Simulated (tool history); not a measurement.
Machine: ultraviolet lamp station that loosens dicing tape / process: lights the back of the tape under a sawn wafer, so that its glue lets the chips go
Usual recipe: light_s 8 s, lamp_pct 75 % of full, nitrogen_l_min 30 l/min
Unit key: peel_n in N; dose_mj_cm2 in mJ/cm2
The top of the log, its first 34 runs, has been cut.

run	hour	light_s	lamp_pct	nitrogen_l_min	hours of work of the lamp	hours of work since the window was cleaned	peel_n	dose_mj_cm2
35	630.7	6	75	30	896	410	2.719	103
36	642.8	16	75	30	903	417	0.427	278
37	661.6	8	75	10	914	428	3.228	138
38	686.3	9	96	11	929	442	2.000	194
39	706.8	9	96	11	940	454	2.032	193
40	723.4	9	66	49	950	464	1.508	131
# hour 736.1: window cleaned of glue's vapour
41	740.1	9	98	34	959	2	0.698	219
42	763.6	9	98	34	973	16	0.699	221
43	779.4	8	70	30	982	25	1.873	135
44	790.0	7	71	52	988	31	1.618	117

Branching from run 44: 3 alternative next runs. What would each branch give?
A	810.7	8	60	35	1000	43	?	?
B	810.7	14	85	52	1000	43	?	?
C	810.7	14	71	34	1000	43	?	?

run	peel_n	dose_mj_cm2
A	2.207	116
B	0.256	291
C	0.531	239
Had the tool no hidden state, the same runs would have come out as:
run	peel_n	dose_mj_cm2
A	1.431	153
B	0.148	382
C	0.271	315

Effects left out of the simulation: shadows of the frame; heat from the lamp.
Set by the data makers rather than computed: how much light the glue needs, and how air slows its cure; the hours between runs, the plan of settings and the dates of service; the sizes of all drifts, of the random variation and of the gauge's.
